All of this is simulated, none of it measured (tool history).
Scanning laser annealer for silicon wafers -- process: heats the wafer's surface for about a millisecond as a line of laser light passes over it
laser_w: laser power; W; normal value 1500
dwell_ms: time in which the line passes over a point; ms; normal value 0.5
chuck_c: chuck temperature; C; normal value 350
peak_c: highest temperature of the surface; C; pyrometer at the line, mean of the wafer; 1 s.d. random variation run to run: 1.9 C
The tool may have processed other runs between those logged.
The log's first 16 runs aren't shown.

run	day	laser_w	dwell_ms	chuck_c	peak_c
17	4.358	1500	0.5	349	1102
18	4.7	1500	0.5	350	1103
19	4.917	1500	0.5	350	1101
20	5.083	1552	0.5	350	1128
21	5.296	1552	0.5	350	1130
22	5.688	1552	0.5	350	1129
23	5.996	1552	0.5	350	1131
24	6.371	1552	0.5	350	1128
25	6.571	1626	0.5	318	1131
26	6.946	1626	0.5	318	1136
# day 7.112: window over the wafer cleaned
27	7.221	1561	0.5	344	1148
28	7.554	1509	0.5	321	1098
29	7.717	1524	0.473	350	1108
30	7.967	1524	0.473	350	1106
31	8.25	1531	0.549	369	1198
32	8.525	1569	0.429	359	1100
33	8.696	1569	0.429	359	1099
34	9.088	1291	0.5	350	1005
35	9.421	1291	0.5	350	1001
36	9.617	1531	0.61	354	1232
37	10	1421	0.5	327	1048
38	10.162	1421	0.5	327	1049
39	10.425	1421	0.5	327	1051
40	10.746	1421	0.5	327	1051
41	10.908	1500	0.45	350	1074

Below are 4 alternative next runs, each starting from the tool's condition after run 41. Predict each:
A	11.079	1425	0.5	350	?
B	11.079	1487	0.45	350	?
C	11.079	1544	0.415	350	?
D	11.079	1500	0.45	371	?

run	peak_c
A	1073
B	1062
C	1058
D	1091
Without the tool's hidden state the same runs would have given:
run	peak_c
A	1085
B	1074
C	1070
D	1103
